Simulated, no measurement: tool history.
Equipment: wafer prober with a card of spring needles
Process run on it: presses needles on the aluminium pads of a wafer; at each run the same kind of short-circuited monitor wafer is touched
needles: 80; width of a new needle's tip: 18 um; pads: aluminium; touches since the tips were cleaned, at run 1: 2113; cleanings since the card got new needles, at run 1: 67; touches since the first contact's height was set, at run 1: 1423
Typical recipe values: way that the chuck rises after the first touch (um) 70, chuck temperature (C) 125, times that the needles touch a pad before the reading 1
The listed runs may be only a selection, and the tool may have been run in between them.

run,hour,way that the chuck rises after the first touch (um),chuck temperature (C),times that the needles touch a pad before the reading,touches since the tips were cleaned,cleanings since the card got new needles,touches since the first contact's height was set,resistance of one needle with its contact and lead (mohm),way that a needle slides on the pad (um)
1,0,70,125,1,2113,67,1423,184,11.15
# hour 4.4: tips cleaned on abrasive film
# hour 14.8: tips cleaned on abrasive film
# hour 26.7: tips cleaned on abrasive film
2,27.7,70,125,1,292,70,9482,183,11.17
# hour 37: tips cleaned on abrasive film
3,43.4,70,125,2,1896,71,14079,185,11.2
# hour 47.6: tips cleaned on abrasive film
# hour 59.3: tips cleaned on abrasive film
4,62.5,70,125,2,941,73,19641,181,11.18
# hour 70.8: tips cleaned on abrasive film
# hour 81.7: tips cleaned on abrasive film
# hour 93: tips cleaned on abrasive film
5,98,70,125,2,1469,76,30009,185,11.21
# hour 102.8: tips cleaned on abrasive film
# hour 112.6: tips cleaned on abrasive film
# hour 124.2: tips cleaned on abrasive film
# hour 134.6: tips cleaned on abrasive film
6,134.6,70,48,1,0,80,40661,169,11.19
# hour 146.4: tips cleaned on abrasive film
# hour 157.5: tips cleaned on abrasive film
# hour 167: tips cleaned on abrasive film
7,167,70,48,1,0,83,50113,170,11.21
# hour 176.9: tips cleaned on abrasive film
# hour 187.7: tips cleaned on abrasive film
8,195.9,62,125,1,2408,85,58565,187,9.97
# hour 198.2: tips cleaned on abrasive film
# hour 209.1: tips cleaned on abrasive film
# hour 220.9: tips cleaned on abrasive film
9,230.2,62,125,1,2713,88,68550,189,9.99
# hour 232.6: tips cleaned on abrasive film
# hour 242.8: tips cleaned on abrasive film
# hour 251.6: height of the first contact set anew
# hour 254.1: tips cleaned on abrasive film
10,259.3,70,125,1,1527,91,2219,185,11.21
# hour 265.6: tips cleaned on abrasive film
# hour 276.2: tips cleaned on abrasive film
11,276.9,70,125,1,207,93,7360,188,11.27
# hour 287.3: tips cleaned on abrasive film
# hour 297.9: tips cleaned on abrasive film
12,306.8,70,125,1,2627,95,16107,188,11.27
# hour 308.9: tips cleaned on abrasive film
# hour 320: tips cleaned on abrasive film
# hour 330.3: tips cleaned on abrasive film
13,336.2,70,26,1,1739,98,24667,165,11.22
# hour 341: tips cleaned on abrasive film
# hour 352.3: tips cleaned on abrasive film
# hour 363.1: tips cleaned on abrasive film
14,367.6,70,58,1,1338,101,33815,172,11.21
# hour 374.4: tips cleaned on abrasive film
# hour 386.1: tips cleaned on abrasive film
15,394.2,70,125,3,2369,103,41581,186,11.22
# hour 395.8: tips cleaned on abrasive film
# hour 405.6: tips cleaned on abrasive film
# hour 417.4: tips cleaned on abrasive film
16,420.7,70,125,3,989,106,49302,183,11.28
# hour 428.5: tips cleaned on abrasive film
# hour 439.2: tips cleaned on abrasive film
# hour 450.4: tips cleaned on abrasive film
17,452.6,70,125,3,657,109,58600,181,11.3
# hour 462: tips cleaned on abrasive film
18,469.1,70,125,3,2078,110,63412,183,11.29
# hour 471.5: tips cleaned on abrasive film
# hour 482.2: tips cleaned on abrasive film
19,489.7,84,31,1,2209,112,69427,162,13.57
# hour 492.1: tips cleaned on abrasive film
# hour 503.4: tips cleaned on abrasive film
# hour 509.6: height of the first contact set anew
# hour 514.4: tips cleaned on abrasive film
20,521.7,84,31,1,2155,115,3537,165,13.57
# hour 524.2: tips cleaned on abrasive film
# hour 534.3: tips cleaned on abrasive film
# hour 545.2: tips cleaned on abrasive film
# hour 556.5: tips cleaned on abrasive film
21,558.6,84,31,1,619,119,14274,164,13.55
# hour 567.4: tips cleaned on abrasive film
22,576,60,125,1,2535,120,19350,190,9.7
# hour 578.4: tips cleaned on abrasive film
# hour 589.4: tips cleaned on abrasive film
# hour 600.6: tips cleaned on abrasive film
23,603.4,60,125,1,827,123,27343,186,9.71
# hour 610.6: tips cleaned on abrasive film
# hour 620.9: tips cleaned on abrasive film
24,628.7,60,125,1,2282,125,34724,188,9.71
# hour 631.1: tips cleaned on abrasive film
# hour 642.7: tips cleaned on abrasive film
# hour 652.8: tips cleaned on abrasive film
# hour 663.1: tips cleaned on abrasive film
25,663.1,70,39,1,0,129,44732,169,11.28
# hour 674.9: tips cleaned on abrasive film
# hour 686.2: tips cleaned on abrasive film
26,694.3,70,39,1,2376,131,53861,167,11.36
# hour 696.8: tips cleaned on abrasive film
# hour 707.1: tips cleaned on abrasive film
# hour 718.4: tips cleaned on abrasive film
27,722.8,57,54,1,1313,134,62168,175,9.26
# hour 728.2: tips cleaned on abrasive film
# hour 738.5: tips cleaned on abrasive film
# hour 749: tips cleaned on abrasive film
28,750.5,70,125,2,420,137,70212,181,11.36
# hour 759.3: tips cleaned on abrasive film
# hour 766.1: height of the first contact set anew
29,766.1,54,125,1,1892,138,0,191,8.77

Take each entry between the runs: how does the hidden state at the last listed run before it differ from the hidden state at the first listed run after it?
Run 1 -> run 2: tips cleaned on abrasive film (hour 4.4); tips cleaned on abrasive film (hour 14.8); tips cleaned on abrasive film (hour 26.7)
  debris on the tips, nm: 0.3 -> 0.1; drift of the gauge itself on scrub_um, %: 0 -> 0.06
  measured result minus the result with no hidden state, way that a needle slides on the pad (um): +0 -> +0.01
Run 2 -> run 3: tips cleaned on abrasive film (hour 37)
  debris on the tips, nm: 0.1 -> 0.2; drift of the gauge itself on scrub_um, %: 0.06 -> 0.1
  measured result minus the result with no hidden state, way that a needle slides on the pad (um): +0.01 -> +0.01
Run 3 -> run 4: tips cleaned on abrasive film (hour 47.6); tips cleaned on abrasive film (hour 59.3)
  debris on the tips, nm: 0.2 -> 0.1; tips' diameter, um: 18.01 -> 18.02; drift of the gauge itself on scrub_um, %: 0.1 -> 0.15
  measured result minus the result with no hidden state, way that a needle slides on the pad (um): +0.01 -> +0.02
Run 4 -> run 5: tips cleaned on abrasive film (hour 70.8); tips cleaned on abrasive film (hour 81.7); tips cleaned on abrasive film (hour 93)
  debris on the tips, nm: 0.1 -> 0.2; way that the needles fall short of the set height, um: 0 -> 0.01; drift of the gauge itself on scrub_um, %: 0.15 -> 0.23
  measured result minus the result with no hidden state, way that a needle slides on the pad (um): +0.02 -> +0.02
Run 5 -> run 6: tips cleaned on abrasive film (hour 102.8); tips cleaned on abrasive film (hour 112.6); tips cleaned on abrasive film (hour 124.2); tips cleaned on abrasive film (hour 134.6)
  debris on the tips, nm: 0.2 -> 0; drift of the gauge itself on scrub_um, %: 0.23 -> 0.31
  measured result minus the result with no hidden state, way that a needle slides on the pad (um): +0.02 -> +0.03
Run 6 -> run 7: tips cleaned on abrasive film (hour 146.4); tips cleaned on abrasive film (hour 157.5); tips cleaned on abrasive film (hour 167)
  drift of the gauge itself on scrub_um, %: 0.31 -> 0.39
  measured result minus the result with no hidden state, way that a needle slides on the pad (um): +0.03 -> +0.04
Run 7 -> run 8: tips cleaned on abrasive film (hour 176.9); tips cleaned on abrasive film (hour 187.7)
  debris on the tips, nm: 0 -> 0.3; drift of the gauge itself on scrub_um, %: 0.39 -> 0.46
  measured result minus the result with no hidden state, way that a needle slides on the pad (um): +0.04 -> +0.04
Run 8 -> run 9: tips cleaned on abrasive film (hour 198.2); tips cleaned on abrasive film (hour 209.1); tips cleaned on abrasive film (hour 220.9)
  drift of the gauge itself on scrub_um, %: 0.46 -> 0.54
  measured result minus the result with no hidden state, way that a needle slides on the pad (um): +0.04 -> +0.05
Run 9 -> run 10: tips cleaned on abrasive film (hour 232.6); tips cleaned on abrasive film (hour 242.8); height of the first contact set anew (hour 251.6); tips cleaned on abrasive film (hour 254.1)
  debris on the tips, nm: 0.3 -> 0.2; way that the needles fall short of the set height, um: 0.01 -> 0; drift of the gauge itself on scrub_um, %: 0.54 -> 0.61
  measured result minus the result with no hidden state, way that a needle slides on the pad (um): +0.05 -> +0.07
Run 10 -> run 11: tips cleaned on abrasive film (hour 265.6); tips cleaned on abrasive film (hour 276.2)
  debris on the tips, nm: 0.2 -> 0; drift of the gauge itself on scrub_um, %: 0.61 -> 0.65
  measured result minus the result with no hidden state, way that a needle slides on the pad (um): +0.07 -> +0.07
Run 11 -> run 12: tips cleaned on abrasive film (hour 287.3); tips cleaned on abrasive film (hour 297.9)
  debris on the tips, nm: 0 -> 0.3; drift of the gauge itself on scrub_um, %: 0.65 -> 0.72
  measured result minus the result with no hidden state, way that a needle slides on the pad (um): +0.07 -> +0.08
Run 12 -> run 13: tips cleaned on abrasive film (hour 308.9); tips cleaned on abrasive film (hour 320); tips cleaned on abrasive film (hour 330.3)
  debris on the tips, nm: 0.3 -> 0.2; drift of the gauge itself on scrub_um, %: 0.72 -> 0.79
  measured result minus the result with no hidden state, way that a needle slides on the pad (um): +0.08 -> +0.09
Run 13 -> run 14: tips cleaned on abrasive film (hour 341); tips cleaned on abrasive film (hour 352.3); tips cleaned on abrasive film (hour 363.1)
  way that the needles fall short of the set height, um: 0 -> 0.01; drift of the gauge itself on scrub_um, %: 0.79 -> 0.86
  measured result minus the result with no hidden state, way that a needle slides on the pad (um): +0.09 -> +0.09
Run 14 -> run 15: tips cleaned on abrasive film (hour 374.4); tips cleaned on abrasive film (hour 386.1)
  debris on the tips, nm: 0.2 -> 0.3; drift of the gauge itself on scrub_um, %: 0.86 -> 0.92
  measured result minus the result with no hidden state, way that a needle slides on the pad (um): +0.09 -> +0.1
Run 15 -> run 16: tips cleaned on abrasive film (hour 395.8); tips cleaned on abrasive film (hour 405.6); tips cleaned on abrasive film (hour 417.4)
  debris on the tips, nm: 0.3 -> 0.2; drift of the gauge itself on scrub_um, %: 0.92 -> 0.98
  measured result minus the result with no hidden state, way that a needle slides on the pad (um): +0.1 -> +0.11
Run 16 -> run 17: tips cleaned on abrasive film (hour 428.5); tips cleaned on abrasive film (hour 439.2); tips cleaned on abrasive film (hour 450.4)
  debris on the tips, nm: 0.2 -> 0.1; drift of the gauge itself on scrub_um, %: 0.98 -> 1.06
  measured result minus the result with no hidden state, way that a needle slides on the pad (um): +0.11 -> +0.12
Run 17 -> run 18: tips cleaned on abrasive film (hour 462)
  debris on the tips, nm: 0.1 -> 0.2; drift of the gauge itself on scrub_um, %: 1.06 -> 1.1
  measured result minus the result with no hidden state, way that a needle slides on the pad (um): +0.12 -> +0.12
Run 18 -> run 19: tips cleaned on abrasive film (hour 471.5); tips cleaned on abrasive film (hour 482.2)
  debris on the tips, nm: 0.2 -> 0.3; drift of the gauge itself on scrub_um, %: 1.1 -> 1.14
  measured result minus the result with no hidden state, way that a needle slides on the pad (um): +0.12 -> +0.15
Run 19 -> run 20: tips cleaned on abrasive film (hour 492.1); tips cleaned on abrasive film (hour 503.4); height of the first contact set anew (hour 509.6); tips cleaned on abrasive film (hour 514.4)
  way that the needles fall short of the set height, um: 0.01 -> 0; drift of the gauge itself on scrub_um, %: 1.14 -> 1.22
  measured result minus the result with no hidden state, way that a needle slides on the pad (um): +0.15 -> +0.16
Run 20 -> run 21: tips cleaned on abrasive film (hour 524.2); tips cleaned on abrasive film (hour 534.3); tips cleaned on abrasive film (hour 545.2); tips cleaned on abrasive film (hour 556.5)
  debris on the tips, nm: 0.3 -> 0.1; drift of the gauge itself on scrub_um, %: 1.22 -> 1.3
  measured result minus the result with no hidden state, way that a needle slides on the pad (um): +0.16 -> +0.17
Run 21 -> run 22: tips cleaned on abrasive film (hour 567.4)
  debris on the tips, nm: 0.1 -> 0.3; tips' diameter, um: 18.02 -> 18.03; drift of the gauge itself on scrub_um, %: 1.3 -> 1.35
  measured result minus the result with no hidden state, way that a needle slides on the pad (um): +0.17 -> +0.13
Run 22 -> run 23: tips cleaned on abrasive film (hour 578.4); tips cleaned on abrasive film (hour 589.4); tips cleaned on abrasive film (hour 600.6)
  debris on the tips, nm: 0.3 -> 0.1; drift of the gauge itself on scrub_um, %: 1.35 -> 1.41
  measured result minus the result with no hidden state, way that a needle slides on the pad (um): +0.13 -> +0.13
Run 23 -> run 24: tips cleaned on abrasive film (hour 610.6); tips cleaned on abrasive film (hour 620.9)
  debris on the tips, nm: 0.1 -> 0.3; way that the needles fall short of the set height, um: 0 -> 0.01; drift of the gauge itself on scrub_um, %: 1.41 -> 1.47
  measured result minus the result with no hidden state, way that a needle slides on the pad (um): +0.13 -> +0.14
Run 24 -> run 25: tips cleaned on abrasive film (hour 631.1); tips cleaned on abrasive film (hour 642.7); tips cleaned on abrasive film (hour 652.8); tips cleaned on abrasive film (hour 663.1)
  debris on the tips, nm: 0.3 -> 0; drift of the gauge itself on scrub_um, %: 1.47 -> 1.55
  measured result minus the result with no hidden state, way that a needle slides on the pad (um): +0.14 -> +0.17
Run 25 -> run 26: tips cleaned on abrasive film (hour 674.9); tips cleaned on abrasive film (hour 686.2)
  debris on the tips, nm: 0 -> 0.3; drift of the gauge itself on scrub_um, %: 1.55 -> 1.62
  measured result minus the result with no hidden state, way that a needle slides on the pad (um): +0.17 -> +0.18
Run 26 -> run 27: tips cleaned on abrasive film (hour 696.8); tips cleaned on abrasive film (hour 707.1); tips cleaned on abrasive film (hour 718.4)
  debris on the tips, nm: 0.3 -> 0.2; drift of the gauge itself on scrub_um, %: 1.62 -> 1.69
  measured result minus the result with no hidden state, way that a needle slides on the pad (um): +0.18 -> +0.15
Run 27 -> run 28: tips cleaned on abrasive film (hour 728.2); tips cleaned on abrasive film (hour 738.5); tips cleaned on abrasive film (hour 749)
  debris on the tips, nm: 0.2 -> 0.1; drift of the gauge itself on scrub_um, %: 1.69 -> 1.75
  measured result minus the result with no hidden state, way that a needle slides on the pad (um): +0.15 -> +0.19
Run 28 -> run 29: tips cleaned on abrasive film (hour 759.3); height of the first contact set anew (hour 766.1)
  debris on the tips, nm: 0.1 -> 0.2; way that the needles fall short of the set height, um: 0.01 -> 0; drift of the gauge itself on scrub_um, %: 1.75 -> 1.79
  measured result minus the result with no hidden state, way that a needle slides on the pad (um): +0.19 -> +0.15
